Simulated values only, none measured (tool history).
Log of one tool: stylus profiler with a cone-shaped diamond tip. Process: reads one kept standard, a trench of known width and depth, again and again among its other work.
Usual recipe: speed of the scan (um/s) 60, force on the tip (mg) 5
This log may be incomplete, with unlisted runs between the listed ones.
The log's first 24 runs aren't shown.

run,hour,speed of the scan (um/s),force on the tip (mg),scans with this tip,hours of work since the height scale was calibrated,depth of the trench (Å),width of the trench's floor (um)
25,276.6,229,5.45,3471,390,1024.2,97.91
26,286.8,30,11.83,3510,394,1043,98.58
27,294.5,101,3.38,3540,398,1016.6,98.22
28,304.4,101,3.38,3577,402,1018.3,98.14
29,317.8,101,3.18,3628,407,1016.2,98.18
30,331.8,25,1.93,3681,413,1011,98.48
31,342,233,4.61,3720,418,1021.7,97.82
32,356.5,233,4.61,3775,424,1021.3,97.85
33,369.2,52,2.53,3823,429,1013.1,98.37
34,377.7,26,2.76,3856,433,1013.9,98.51
35,393.7,26,2.76,3916,440,1015.1,98.47
36,404.9,18,3.68,3959,445,1018.9,98.49
37,416.4,56,10.63,4003,450,1039,98.5
38,425.7,31,1.8,4038,453,1010.5,98.45
39,437.5,31,1.8,4083,459,1009.6,98.43
40,450,40,1.67,4130,464,1009.2,98.33
41,459.7,24,5.01,4167,468,1022.6,98.47
42,475.5,24,5.01,4227,475,1022.8,98.54
43,484.6,164,2.46,4262,479,1013.1,97.87
44,492.5,164,2.46,4292,482,1013.1,97.81
45,505.8,111,11.03,4342,488,1040.1,98.37

3 options for the next run, each taken on its own from the tool as it stands now. Forecast them:
A,515.1,129,3.15,4377,492,?,?
B,515.1,18,6.59,4377,492,?,?
C,515.1,111,4.75,4377,492,?,?

run,depth of the trench (Å),width of the trench's floor (um)
A,1016.6,98.07
B,1027.5,98.57
C,1022,98.2
With the hidden condition removed and each run's random variation left untouched, the same runs would have given:
run,depth of the trench (Å),width of the trench's floor (um)
A,1019,98.24
B,1029.9,98.74
C,1024.4,98.36
